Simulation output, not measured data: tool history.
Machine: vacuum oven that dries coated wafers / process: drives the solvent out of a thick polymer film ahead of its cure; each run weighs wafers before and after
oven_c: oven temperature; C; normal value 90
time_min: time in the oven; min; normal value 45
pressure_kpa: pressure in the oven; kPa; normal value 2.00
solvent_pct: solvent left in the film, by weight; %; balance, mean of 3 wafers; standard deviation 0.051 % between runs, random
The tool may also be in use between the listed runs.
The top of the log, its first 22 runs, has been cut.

run,hour,oven_c,time_min,pressure_kpa,hours of work since the thermocouples were calibrated,hours of work since the vacuum gauge was cleaned of residue,solvent_pct
23,1290.6,90,45,2.00,1088,81,1.56
# hour 1312.5: oven's thermocouples calibrated
24,1346.6,102,45,2.00,15,105,0.63
# hour 1388.5: vacuum gauge cleaned of residue and calibrated, once more
25,1438.3,90,43,1.03,55,22,1.03
26,1491.3,90,43,1.03,78,45,1.01
27,1552.2,75,27,3.45,105,72,7.58
28,1621.0,75,37,2.16,135,102,5.68
29,1704.0,75,37,2.16,171,138,5.72
30,1765.9,99,45,1.75,198,166,0.58
31,1862.2,97,52,2.00,241,208,0.63
32,1941.7,97,52,2.00,275,243,0.58
33,2024.8,97,40,1.33,312,279,0.57
34,2117.7,83,48,2.00,353,320,2.44
35,2189.7,88,49,6.18,384,352,2.97
36,2273.5,100,45,4.19,421,388,1.13
37,2348.3,90,27,2.00,454,421,2.78
38,2421.6,104,39,2.09,486,453,0.44
39,2504.8,90,59,4.32,523,490,1.85
40,2591.5,90,59,1.22,561,528,0.84
41,2643.6,90,45,1.62,584,551,1.24
42,2684.8,90,46,3.91,602,569,2.00
43,2730.6,84,41,1.94,622,589,2.85
44,2814.2,97,62,3.64,658,626,1.03
45,2876.4,97,62,3.64,686,653,1.15
46,2969.8,97,62,3.64,727,694,1.18
47,3061.6,98,53,1.32,767,734,0.40

Alternative continuations, all from the tool just after run 47; predict every row:
A,3143.9,90,47,2.00,803,770,?
B,3143.9,90,45,4.31,803,770,?
C,3143.9,104,45,2.00,803,770,?
D,3143.9,86,55,5.78,803,770,?

run,solvent_pct
A,1.41
B,2.35
C,0.55
D,3.30
With no hidden state in the tool, these same runs would have given:
run,solvent_pct
A,1.09
B,1.97
C,0.47
D,2.82
